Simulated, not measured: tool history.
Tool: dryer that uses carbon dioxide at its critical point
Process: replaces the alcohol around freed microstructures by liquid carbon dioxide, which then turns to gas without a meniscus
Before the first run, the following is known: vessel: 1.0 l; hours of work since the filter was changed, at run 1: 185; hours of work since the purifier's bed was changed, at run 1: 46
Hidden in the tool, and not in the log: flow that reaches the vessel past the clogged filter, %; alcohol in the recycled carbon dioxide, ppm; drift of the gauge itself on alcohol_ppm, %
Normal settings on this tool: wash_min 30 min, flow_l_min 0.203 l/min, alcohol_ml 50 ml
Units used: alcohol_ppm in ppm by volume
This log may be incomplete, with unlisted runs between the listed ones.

run,hour,wash_min,flow_l_min,alcohol_ml,hours of work since the filter was changed,hours of work since the purifier's bed was changed,alcohol_ppm
1,0,30,0.203,50,185,46,1182
2,12,30,0.203,50,189,50,1180
3,21.9,30,0.23,50,193,53,729
4,33.9,30,0.23,50,197,57,734
5,41.5,30,0.203,41,200,60,997
6,53.3,30,0.203,41,204,64,1010
7,62.5,39,0.203,41,207,67,345
8,75.8,39,0.203,41,211,72,341
9,83.5,39,0.203,41,214,74,363
10,89.8,39,0.203,41,216,77,357
11,99.3,39,0.203,41,219,80,372
12,111.4,39,0.203,41,223,84,360
13,117.6,39,0.203,41,226,86,370
14,130.7,39,0.203,41,230,91,369
15,144.4,30,0.203,95,235,95,2526
16,150.7,30,0.203,95,237,97,2539
17,157.2,30,0.203,24,239,100,659
18,165.8,30,0.203,50,242,103,1354
19,176.9,30,0.203,99,246,106,2754
# hour 180.3: inlet filter changed
20,189.2,30,0.203,30,3,110,435
21,195.3,30,0.203,30,5,112,430
22,201.4,30,0.203,76,7,114,1042
23,208.4,30,0.203,76,10,117,1061
24,219.4,30,0.203,76,13,121,1100
25,225.7,27,0.313,50,16,123,143
26,237.5,27,0.313,50,20,127,144
27,245.8,27,0.313,50,22,130,153
28,260.1,24,0.313,27,27,135,168
29,270.5,24,0.313,27,31,138,171
30,283.6,24,0.313,27,35,143,166
31,298.2,31,0.218,21,40,148,222
32,305.6,30,0.162,53,43,150,1920
33,318.1,30,0.162,53,47,154,1918
34,324.1,26,0.316,50,49,156,206
35,330.9,26,0.316,50,52,159,200
36,343.8,22,0.316,62,56,163,565
37,355.7,30,0.203,88,60,167,1410
38,365,30,0.203,88,63,171,1455
39,378.9,30,0.143,50,68,175,2830
40,388.6,30,0.143,50,71,179,2769
41,397.4,30,0.143,50,74,182,2818
42,404.5,20,0.203,24,77,184,1627
43,415.3,20,0.203,24,81,188,1633
44,424,34,0.153,44,83,191,1403
45,437.4,34,0.327,73,88,195,69
46,443.2,33,0.267,73,90,197,233
47,457.6,22,0.256,56,95,202,1363

Below are 4 alternative next runs, each starting from the tool's condition after run 47. Predict each:
A,467.1,21,0.344,34,98,205,?
B,467.1,22,0.144,38,98,205,?
C,467.1,22,0.342,82,98,205,?
D,467.1,22,0.178,29,98,205,?

run,alcohol_ppm
A,307
B,4764
C,590
D,2285
Without the tool's unlogged condition, the same runs would have read:
run,alcohol_ppm
A,206
B,4093
C,400
D,1888
